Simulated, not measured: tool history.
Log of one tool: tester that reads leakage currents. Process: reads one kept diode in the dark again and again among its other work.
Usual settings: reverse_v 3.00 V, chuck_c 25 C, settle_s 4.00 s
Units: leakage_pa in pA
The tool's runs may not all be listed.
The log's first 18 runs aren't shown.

run     day  reverse_v  chuck_c  settle_s  hours of work since the probe card was cleaned  hours of work since the tester was calibrated  hours of work since the chuck was calibrated  leakage_pa
 19  18.208       3.00       25      0.74                                            1498                                            525                                           889       59.65
 20  19.008       3.00       25      0.74                                            1509                                            536                                           900       59.78
 21  20.383       3.00       25      0.74                                            1527                                            555                                           919       60.02
 22  21.412      13.94       25      4.00                                            1541                                            569                                           933      130.70
 23  22.883      13.94       25      4.00                                            1561                                            589                                           953      131.34
 24  23.971       5.76       56      4.04                                            1576                                            604                                           968      716.67
 25  25.238      18.86       55      4.00                                            1594                                            621                                           985     1203.18
 26  26.438      12.75       46      1.40                                            1610                                            637                                          1001      550.27
 27  27.333       1.44       20      1.40                                            1622                                            650                                          1014       28.30
 28  28.404       3.00       25      2.02                                            1637                                            664                                          1028       60.10
 29  29.358       5.73       49      0.32                                            1650                                            677                                          1041      463.23
 30  30.262       1.99       41      6.41                                            1662                                            690                                          1053      157.64
 31  31.617      10.27       25      0.37                                            1681                                            708                                          1072      121.76
 32  32.429      10.27       25      0.37                                            1692                                            719                                          1083      121.77
 33  33.558       3.00       28      0.94                                            1707                                            734                                          1098       76.37
 34  34.375       3.00       28      0.94                                            1718                                            746                                          1110       76.34
 35  35.738      16.92       25      2.00                                            1737                                            764                                          1128      151.43
 36  36.975       4.40       25      8.85                                            1754                                            781                                          1145       73.33
 37  38.454       5.73       44      0.63                                            1774                                            801                                          1165      332.32

Forecast each of these 3 alternatives for the next run:
  A  39.450       3.00       25      6.72                                            1787                                            815                                          1179           ?
  B  39.450       1.06       54      1.16                                            1787                                            815                                          1179           ?
  C  39.450       3.00       40      1.69                                            1787                                            815                                          1179           ?

run  leakage_pa
  A       61.07
  B      288.34
  C      182.78
Without the tool's hidden state the same runs would have given:
run  leakage_pa
  A       49.84
  B      254.28
  C      157.16
